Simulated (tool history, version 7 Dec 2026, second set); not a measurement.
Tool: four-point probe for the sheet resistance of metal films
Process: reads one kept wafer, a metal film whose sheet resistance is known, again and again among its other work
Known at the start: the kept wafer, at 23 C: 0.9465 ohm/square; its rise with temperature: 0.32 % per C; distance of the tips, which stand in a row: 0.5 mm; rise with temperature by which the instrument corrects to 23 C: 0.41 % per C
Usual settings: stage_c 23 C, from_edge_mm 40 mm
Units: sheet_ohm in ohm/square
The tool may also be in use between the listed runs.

| run | day | stage_c | from_edge_mm | sheet_ohm |
|---|---|---|---|---|
| 1 | 0.000 | 23 | 40 | 0.945574 |
| 2 | 3.600 | 26 | 40 | 0.943246 |
| 3 | 5.538 | 26 | 40 | 0.943462 |
| 4 | 8.017 | 26 | 40 | 0.943394 |
| 5 | 10.546 | 26 | 40 | 0.943731 |
| 6 | 14.358 | 24 | 40 | 0.945747 |
| 7 | 18.321 | 24 | 40 | 0.945841 |
| 8 | 21.100 | 24 | 40 | 0.945566 |
| 9 | 22.817 | 24 | 40 | 0.945858 |
| 10 | 25.483 | 24 | 40 | 0.946112 |
| 11 | 28.554 | 20 | 3 | 0.963469 |
| 12 | 31.608 | 18 | 3 | 0.965591 |
| 13 | 34.488 | 18 | 3 | 0.965010 |
| 14 | 37.838 | 23 | 32 | 0.947223 |
| 15 | 39.592 | 23 | 39 | 0.947294 |
| 16 | 43.242 | 23 | 39 | 0.947448 |
| 17 | 46.379 | 23 | 12 | 0.948473 |
| 18 | 48.592 | 29 | 4 | 0.950741 |
| 19 | 50.912 | 28 | 63 | 0.943817 |

Measured less the same run without the tool's hidden state. The same run-to-run variation is in both; the gauge's scatter may not be:
The hidden state here: inner tips' distance over the nominal, %; tips' flats over new ones', %; wafer's true temperature over the reading, C; drift of the gauge itself on sheet_ohm, %.
| run | sheet_ohm |
|---|---|
| 1 | -0.000874 |
| 2 | -0.000699 |
| 3 | -0.000605 |
| 4 | -0.000512 |
| 5 | -0.000413 |
| 6 | -0.000275 |
| 7 | -0.000104 |
| 8 | +0.000006 |
| 9 | +0.000082 |
| 10 | +0.000192 |
| 11 | +0.000286 |
| 12 | +0.000408 |
| 13 | +0.000540 |
| 14 | +0.000687 |
| 15 | +0.000764 |
| 16 | +0.000912 |
| 17 | +0.001050 |
| 18 | +0.001169 |
| 19 | +0.001252 |
